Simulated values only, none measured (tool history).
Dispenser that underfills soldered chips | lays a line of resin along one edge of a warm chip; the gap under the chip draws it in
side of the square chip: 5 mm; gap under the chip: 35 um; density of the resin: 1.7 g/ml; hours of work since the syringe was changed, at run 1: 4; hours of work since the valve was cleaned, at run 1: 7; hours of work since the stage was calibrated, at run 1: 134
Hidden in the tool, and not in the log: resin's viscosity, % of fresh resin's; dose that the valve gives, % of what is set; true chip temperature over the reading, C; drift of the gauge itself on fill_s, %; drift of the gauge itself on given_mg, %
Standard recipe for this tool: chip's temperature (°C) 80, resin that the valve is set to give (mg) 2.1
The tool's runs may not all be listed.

run	hour	chip's temperature (°C)	resin that the valve is set to give (mg)	hours of work since the syringe was changed	hours of work since the valve was cleaned	hours of work since the stage was calibrated	time until the resin shows at the far edge (s)	resin that the valve gave (mg)
1	0	80	2.1	4	7	134	46.6	2.09
2	5.3	80	2.45	8	11	137	54.5	2.44
# hour 9.5: new syringe of resin
3	11.3	80	2.57	1	15	142	41.6	2.53
4	18	80	2.62	6	20	146	50.4	2.6
5	22.8	80	2.62	10	23	150	58.3	2.6
# hour 24.4: new syringe of resin
6	26.7	80	2.62	2	26	153	41.7	2.61
7	32.3	80	2.62	6	30	157	49.6	2.58
8	36.6	80	2.1	9	33	160	59.3	2.07
# hour 39.4: new syringe of resin
9	41.2	80	2.1	1	36	163	42.9	2.04
10	44.5	80	2.1	4	38	165	46.9	2.07
11	49	80	2.1	7	42	168	51.8	2.05
12	53	80	2.1	10	44	171	60.7	2.06
# hour 54.4: new syringe of resin
13	57.1	80	2.1	2	47	174	42.5	2.02
14	64	80	2.62	7	52	179	50.6	2.56
# hour 69.3: new syringe of resin
15	69.3	80	2.66	0	56	183	37.5	2.58
16	74.2	70	2.57	4	59	186	66.8	2.53
17	78.9	74	2.34	7	63	190	66.1	2.28
18	82.8	74	2.34	10	66	193	75.5	2.25
# hour 84.2: new syringe of resin
19	86.6	84	2.69	2	68	195	34	2.6
20	92.5	72	2.08	6	72	199	70.4	2.01
21	98.1	87	2.1	10	76	203	43.7	2.02
# hour 99.2: new syringe of resin
22	104.4	75	2.22	4	81	208	57.1	2.13
23	107.5	75	2.22	6	83	210	62.2	2.11
# hour 114: new syringe of resin
24	114	79	2.56	0	88	214	38.9	2.45
25	117	79	2.56	2	90	217	44	2.46
26	122.4	79	2.56	6	94	221	52.3	2.46
# hour 129.1: new syringe of resin
27	129.3	80	2.03	0	98	225	38.9	1.92
28	135.9	87	2.2	5	103	230	35	2.11

Forecast each of these 3 alternatives for the next run:
A	140.4	75	2.22	8	106	233	?	?
B	140.4	78	2.33	8	106	233	?	?
C	140.4	81	2.1	8	106	233	?	?

run	time until the resin shows at the far edge (s)	resin that the valve gave (mg)
A	66.4	2.12
B	58.7	2.19
C	52.2	2.01
What these runs would have given with no unlogged condition in the tool:
run	time until the resin shows at the far edge (s)	resin that the valve gave (mg)
A	51.2	2.24
B	45.3	2.31
C	40	2.12

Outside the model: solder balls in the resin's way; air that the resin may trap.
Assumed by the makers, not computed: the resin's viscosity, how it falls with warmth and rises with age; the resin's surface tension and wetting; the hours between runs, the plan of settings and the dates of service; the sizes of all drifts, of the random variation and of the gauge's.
